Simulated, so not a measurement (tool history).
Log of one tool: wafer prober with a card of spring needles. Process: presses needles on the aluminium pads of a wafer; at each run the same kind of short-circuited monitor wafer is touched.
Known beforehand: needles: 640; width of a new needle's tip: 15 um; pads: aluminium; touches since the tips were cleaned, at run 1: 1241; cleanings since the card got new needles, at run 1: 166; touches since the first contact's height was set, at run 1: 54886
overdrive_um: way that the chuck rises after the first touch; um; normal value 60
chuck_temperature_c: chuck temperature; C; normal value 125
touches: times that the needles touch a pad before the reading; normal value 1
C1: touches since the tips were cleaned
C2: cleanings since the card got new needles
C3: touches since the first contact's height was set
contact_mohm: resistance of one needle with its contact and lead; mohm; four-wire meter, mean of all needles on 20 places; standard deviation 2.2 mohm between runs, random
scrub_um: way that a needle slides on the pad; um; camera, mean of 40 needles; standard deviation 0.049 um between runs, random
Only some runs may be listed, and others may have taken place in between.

Run 1, hour 0: usual settings; C1 1241; C2 166; C3 54886. Result: contact_mohm 247 mohm, scrub_um 7.41 um.
At hour 1.6: tips cleaned on abrasive film.
At hour 5.5: tips cleaned on abrasive film.
At hour 9.4: tips cleaned on abrasive film.
At hour 12.5: tips cleaned on abrasive film.
At hour 16.4: tips cleaned on abrasive film.
Run 2, hour 16.4: usual settings but overdrive_um 63 um; C1 0; C2 171; C3 63683. Result: contact_mohm 245 mohm, scrub_um 7.86 um.
At hour 20.2: tips cleaned on abrasive film.
At hour 24: tips cleaned on abrasive film.
At hour 27.9: tips cleaned on abrasive film.
Run 3, hour 28: usual settings but overdrive_um 63 um; C1 66; C2 174; C3 69986. Result: contact_mohm 250 mohm, scrub_um 7.84 um.
At hour 31.1: tips cleaned on abrasive film.
At hour 34.3: tips cleaned on abrasive film.
At hour 38: tips cleaned on abrasive film.
Run 4, hour 38: usual settings but overdrive_um 52 um; C1 0; C2 177; C3 75361. Result: contact_mohm 251 mohm, scrub_um 6.52 um.
At hour 41.9: tips cleaned on abrasive film.
At hour 45: tips cleaned on abrasive film.
At hour 48.9: tips cleaned on abrasive film.
Run 5, hour 49.9: usual settings but overdrive_um 52 um; C1 552; C2 180; C3 81760. Result: contact_mohm 244 mohm, scrub_um 6.51 um.
At hour 52.2: tips cleaned on abrasive film.
At hour 56: tips cleaned on abrasive film.
At hour 59.9: tips cleaned on abrasive film.
Run 6, hour 60: usual settings but overdrive_um 52 um; C1 65; C2 183; C3 87236. Result: contact_mohm 253 mohm, scrub_um 6.46 um.
At hour 63.1: tips cleaned on abrasive film.
At hour 66.3: tips cleaned on abrasive film.
At hour 68: height of the first contact set anew.
At hour 70.4: tips cleaned on abrasive film.
At hour 74.3: tips cleaned on abrasive film.
Run 7, hour 75.6: usual settings but overdrive_um 44 um; C1 736; C2 187; C3 4088. Result: contact_mohm 254 mohm, scrub_um 5.43 um.
At hour 78: tips cleaned on abrasive film.
At hour 81.8: tips cleaned on abrasive film.
At hour 85: tips cleaned on abrasive film.
Run 8, hour 85.5: usual settings but overdrive_um 44 um; C1 296; C2 190; C3 9414. Result: contact_mohm 255 mohm, scrub_um 5.48 um.
At hour 88.6: tips cleaned on abrasive film.
At hour 92.4: tips cleaned on abrasive film.
Run 9, hour 93.2: usual settings but overdrive_um 44 um; C1 442; C2 192; C3 13598. Result: contact_mohm 258 mohm, scrub_um 5.46 um.
At hour 95.6: tips cleaned on abrasive film.
At hour 99.5: tips cleaned on abrasive film.
At hour 103.4: tips cleaned on abrasive film.
Run 10, hour 104.9: usual settings but overdrive_um 44 um, touches 2; C1 827; C2 195; C3 19874. Result: contact_mohm 251 mohm, scrub_um 5.5 um.
At hour 107.2: tips cleaned on abrasive film.
At hour 111.1: tips cleaned on abrasive film.
At hour 114.9: tips cleaned on abrasive film.
At hour 118.1: tips cleaned on abrasive film.
Run 11, hour 118.8: usual settings but overdrive_um 44 um, touches 2; C1 411; C2 199; C3 27384. Result: contact_mohm 260 mohm, scrub_um 5.41 um.
At hour 121.9: tips cleaned on abrasive film.
At hour 125.8: tips cleaned on abrasive film.
At hour 129.6: tips cleaned on abrasive film.
At hour 132.8: tips cleaned on abrasive film.
At hour 136.6: tips cleaned on abrasive film.
Run 12, hour 136.7: usual settings but overdrive_um 78 um, touches 2; C1 14; C2 204; C3 37013. Result: contact_mohm 238 mohm, scrub_um 9.74 um.
At hour 139.8: tips cleaned on abrasive film.
At hour 143.7: tips cleaned on abrasive film.
At hour 147.6: tips cleaned on abrasive film.
At hour 150.7: tips cleaned on abrasive film.
Run 13, hour 153.5: usual settings but overdrive_um 78 um, chuck_temperature_c 67 C, touches 2; C1 1539; C2 208; C3 46105. Result: contact_mohm 228 mohm, scrub_um 9.83 um.
At hour 154.3: tips cleaned on abrasive film.
At hour 157.4: tips cleaned on abrasive film.
At hour 161.3: tips cleaned on abrasive film.
Run 14, hour 164.1: usual settings; C1 1547; C2 211; C3 51843. Result: contact_mohm 251 mohm, scrub_um 7.5 um.
At hour 165: tips cleaned on abrasive film.
At hour 168.8: tips cleaned on abrasive film.
At hour 172.7: tips cleaned on abrasive film.
At hour 176.5: tips cleaned on abrasive film.
At hour 179.9: tips cleaned on abrasive film.
Run 15, hour 179.9: usual settings but chuck_temperature_c 29 C; C1 0; C2 216; C3 60354. Result: contact_mohm 223 mohm, scrub_um 7.45 um.
At hour 183.8: tips cleaned on abrasive film.
At hour 187.7: tips cleaned on abrasive film.
At hour 191.6: tips cleaned on abrasive film.
At hour 195: tips cleaned on abrasive film.
Run 16, hour 195: usual settings but overdrive_um 75 um, chuck_temperature_c 29 C; C1 0; C2 220; C3 68473. Result: contact_mohm 221 mohm, scrub_um 9.44 um.
At hour 198.1: tips cleaned on abrasive film.
At hour 202: tips cleaned on abrasive film.
At hour 205.1: tips cleaned on abrasive film.
Run 17, hour 206.8: usual settings but overdrive_um 75 um, chuck_temperature_c 30 C; C1 952; C2 223; C3 74874. Result: contact_mohm 219 mohm, scrub_um 9.26 um.
At hour 208.4: tips cleaned on abrasive film.
At hour 212.3: tips cleaned on abrasive film.
At hour 216.2: tips cleaned on abrasive film.
Run 18, hour 218.2: usual settings but overdrive_um 75 um, chuck_temperature_c 30 C; C1 1120; C2 226; C3 81026. Result: contact_mohm 219 mohm, scrub_um 9.4 um.
At hour 219.8: tips cleaned on abrasive film.
At hour 223.7: tips cleaned on abrasive film.
Run 19, hour 226.6: usual settings but overdrive_um 75 um, chuck_temperature_c 30 C; C1 1614; C2 228; C3 85575. Result: contact_mohm 221 mohm, scrub_um 9.27 um.
At hour 227.5: tips cleaned on abrasive film.
At hour 231.4: tips cleaned on abrasive film.
At hour 235.2: tips cleaned on abrasive film.
At hour 237.8: height of the first contact set anew.
Run 20, hour 238: usual settings but overdrive_um 75 um, chuck_temperature_c 30 C; C1 1362; C2 231; C3 105. Result: contact_mohm 218 mohm, scrub_um 9.4 um.
At hour 238.9: tips cleaned on abrasive film.
At hour 242: tips cleaned on abrasive film.
At hour 245.9: tips cleaned on abrasive film.
Run 21, hour 246.4: usual settings but overdrive_um 47 um, chuck_temperature_c 30 C, touches 3; C1 288; C2 234; C3 4587. Result: contact_mohm 226 mohm, scrub_um 5.81 um.
At hour 249.5: tips cleaned on abrasive film.
At hour 261.5: card fitted with new needles.
At hour 265.4: tips cleaned on abrasive film.
At hour 269.2: tips cleaned on abrasive film.
At hour 272.4: tips cleaned on abrasive film.
At hour 275.9: tips cleaned on abrasive film.
Run 22, hour 275.9: usual settings but overdrive_um 61 um; C1 0; C2 4; C3 7779. Result: contact_mohm 246 mohm, scrub_um 7.59 um.
At hour 279.8: tips cleaned on abrasive film.
At hour 283.6: tips cleaned on abrasive film.
At hour 287.5: tips cleaned on abrasive film.
At hour 291.4: tips cleaned on abrasive film.
Run 23, hour 292.3: usual settings but overdrive_um 44 um; C1 521; C2 8; C3 16646. Result: contact_mohm 255 mohm, scrub_um 5.42 um.
At hour 294.7: tips cleaned on abrasive film.
At hour 297.8: tips cleaned on abrasive film.
Run 24, hour 300.8: usual settings but overdrive_um 65 um; C1 1661; C2 10; C3 21241. Result: contact_mohm 246 mohm, scrub_um 8.1 um.
At hour 301.6: tips cleaned on abrasive film.
At hour 304.8: tips cleaned on abrasive film.
At hour 308.6: tips cleaned on abrasive film.
At hour 312.5: tips cleaned on abrasive film.
At hour 316.4: tips cleaned on abrasive film.
Run 25, hour 318.7: usual settings but overdrive_um 73 um, touches 2; C1 1266; C2 15; C3 30879. Result: contact_mohm 242 mohm, scrub_um 9.1 um.
At hour 320.3: tips cleaned on abrasive film.
At hour 324.1: tips cleaned on abrasive film.
At hour 328: tips cleaned on abrasive film.
At hour 331.6: tips cleaned on abrasive film.
Run 26, hour 331.6: usual settings but overdrive_um 80 um; C1 0; C2 19; C3 37837. Result: contact_mohm 242 mohm, scrub_um 9.92 um.
At hour 334.7: tips cleaned on abrasive film.
At hour 338.6: tips cleaned on abrasive film.
At hour 342.5: tips cleaned on abrasive film.
At hour 345.6: tips cleaned on abrasive film.
Run 27, hour 348.2: usual settings but overdrive_um 64 um, chuck_temperature_c 64 C; C1 1448; C2 23; C3 46819. Result: contact_mohm 228 mohm, scrub_um 8.02 um.

Entry by entry between the runs, the difference in hidden state between the last listed run before and the first listed run after:
Logged between run 1 and run 2: tips cleaned on abrasive film (hour 1.6); tips cleaned on abrasive film (hour 5.5); tips cleaned on abrasive film (hour 9.4); tips cleaned on abrasive film (hour 12.5); tips cleaned on abrasive film (hour 16.4)
  debris on the tips, nm: 0.1 -> 0; way that the needles fall short of the set height, um: 0 -> 0.01
Logged between run 2 and run 3: tips cleaned on abrasive film (hour 20.2); tips cleaned on abrasive film (hour 24); tips cleaned on abrasive film (hour 27.9)
  no difference in the tool's unlogged condition between these two runs
Logged between run 3 and run 4: tips cleaned on abrasive film (hour 31.1); tips cleaned on abrasive film (hour 34.3); tips cleaned on abrasive film (hour 38)
  no difference in the tool's unlogged condition between these two runs
Logged between run 4 and run 5: tips cleaned on abrasive film (hour 41.9); tips cleaned on abrasive film (hour 45); tips cleaned on abrasive film (hour 48.9)
  debris on the tips, nm: 0 -> 0.1
Logged between run 5 and run 6: tips cleaned on abrasive film (hour 52.2); tips cleaned on abrasive film (hour 56); tips cleaned on abrasive film (hour 59.9)
  debris on the tips, nm: 0.1 -> 0
Logged between run 6 and run 7: tips cleaned on abrasive film (hour 63.1); tips cleaned on abrasive film (hour 66.3); height of the first contact set anew (hour 68); tips cleaned on abrasive film (hour 70.4); tips cleaned on abrasive film (hour 74.3)
  debris on the tips, nm: 0 -> 0.1; way that the needles fall short of the set height, um: 0.01 -> 0
Logged between run 7 and run 8: tips cleaned on abrasive film (hour 78); tips cleaned on abrasive film (hour 81.8); tips cleaned on abrasive film (hour 85)
  no difference in the tool's unlogged condition between these two runs
Logged between run 8 and run 9: tips cleaned on abrasive film (hour 88.6); tips cleaned on abrasive film (hour 92.4)
  no difference in the tool's unlogged condition between these two runs
Logged between run 9 and run 10: tips cleaned on abrasive film (hour 95.6); tips cleaned on abrasive film (hour 99.5); tips cleaned on abrasive film (hour 103.4)
  no difference in the tool's unlogged condition between these two runs
Logged between run 10 and run 11: tips cleaned on abrasive film (hour 107.2); tips cleaned on abrasive film (hour 111.1); tips cleaned on abrasive film (hour 114.9); tips cleaned on abrasive film (hour 118.1)
  no difference in the tool's unlogged condition between these two runs
Logged between run 11 and run 12: tips cleaned on abrasive film (hour 121.9); tips cleaned on abrasive film (hour 125.8); tips cleaned on abrasive film (hour 129.6); tips cleaned on abrasive film (hour 132.8); tips cleaned on abrasive film (hour 136.6)
  debris on the tips, nm: 0.1 -> 0
Logged between run 12 and run 13: tips cleaned on abrasive film (hour 139.8); tips cleaned on abrasive film (hour 143.7); tips cleaned on abrasive film (hour 147.6); tips cleaned on abrasive film (hour 150.7)
  debris on the tips, nm: 0 -> 0.2
Logged between run 13 and run 14: tips cleaned on abrasive film (hour 154.3); tips cleaned on abrasive film (hour 157.4); tips cleaned on abrasive film (hour 161.3)
  no difference in the tool's unlogged condition between these two runs
Logged between run 14 and run 15: tips cleaned on abrasive film (hour 165); tips cleaned on abrasive film (hour 168.8); tips cleaned on abrasive film (hour 172.7); tips cleaned on abrasive film (hour 176.5); tips cleaned on abrasive film (hour 179.9)
  debris on the tips, nm: 0.2 -> 0; way that the needles fall short of the set height, um: 0 -> 0.01
Logged between run 15 and run 16: tips cleaned on abrasive film (hour 183.8); tips cleaned on abrasive film (hour 187.7); tips cleaned on abrasive film (hour 191.6); tips cleaned on abrasive film (hour 195)
  no difference in the tool's unlogged condition between these two runs
Logged between run 16 and run 17: tips cleaned on abrasive film (hour 198.1); tips cleaned on abrasive film (hour 202); tips cleaned on abrasive film (hour 205.1)
  debris on the tips, nm: 0 -> 0.1
Logged between run 17 and run 18: tips cleaned on abrasive film (hour 208.4); tips cleaned on abrasive film (hour 212.3); tips cleaned on abrasive film (hour 216.2)
  no difference in the tool's unlogged condition between these two runs
Logged between run 18 and run 19: tips cleaned on abrasive film (hour 219.8); tips cleaned on abrasive film (hour 223.7)
  debris on the tips, nm: 0.1 -> 0.2
Logged between run 19 and run 20: tips cleaned on abrasive film (hour 227.5); tips cleaned on abrasive film (hour 231.4); tips cleaned on abrasive film (hour 235.2); height of the first contact set anew (hour 237.8)
  debris on the tips, nm: 0.2 -> 0.1; way that the needles fall short of the set height, um: 0.01 -> 0
Logged between run 20 and run 21: tips cleaned on abrasive film (hour 238.9); tips cleaned on abrasive film (hour 242); tips cleaned on abrasive film (hour 245.9)
  debris on the tips, nm: 0.1 -> 0
Logged between run 21 and run 22: tips cleaned on abrasive film (hour 249.5); card fitted with new needles (hour 261.5); tips cleaned on abrasive film (hour 265.4); tips cleaned on abrasive film (hour 269.2); tips cleaned on abrasive film (hour 272.4); tips cleaned on abrasive film (hour 275.9)
  tips' diameter, um: 15.01 -> 15
Logged between run 22 and run 23: tips cleaned on abrasive film (hour 279.8); tips cleaned on abrasive film (hour 283.6); tips cleaned on abrasive film (hour 287.5); tips cleaned on abrasive film (hour 291.4)
  debris on the tips, nm: 0 -> 0.1
Logged between run 23 and run 24: tips cleaned on abrasive film (hour 294.7); tips cleaned on abrasive film (hour 297.8)
  debris on the tips, nm: 0.1 -> 0.2
Logged between run 24 and run 25: tips cleaned on abrasive film (hour 301.6); tips cleaned on abrasive film (hour 304.8); tips cleaned on abrasive film (hour 308.6); tips cleaned on abrasive film (hour 312.5); tips cleaned on abrasive film (hour 316.4)
  debris on the tips, nm: 0.2 -> 0.1
Logged between run 25 and run 26: tips cleaned on abrasive film (hour 320.3); tips cleaned on abrasive film (hour 324.1); tips cleaned on abrasive film (hour 328); tips cleaned on abrasive film (hour 331.6)
  debris on the tips, nm: 0.1 -> 0
Logged between run 26 and run 27: tips cleaned on abrasive film (hour 334.7); tips cleaned on abrasive film (hour 338.6); tips cleaned on abrasive film (hour 342.5); tips cleaned on abrasive film (hour 345.6)
  debris on the tips, nm: 0 -> 0.2
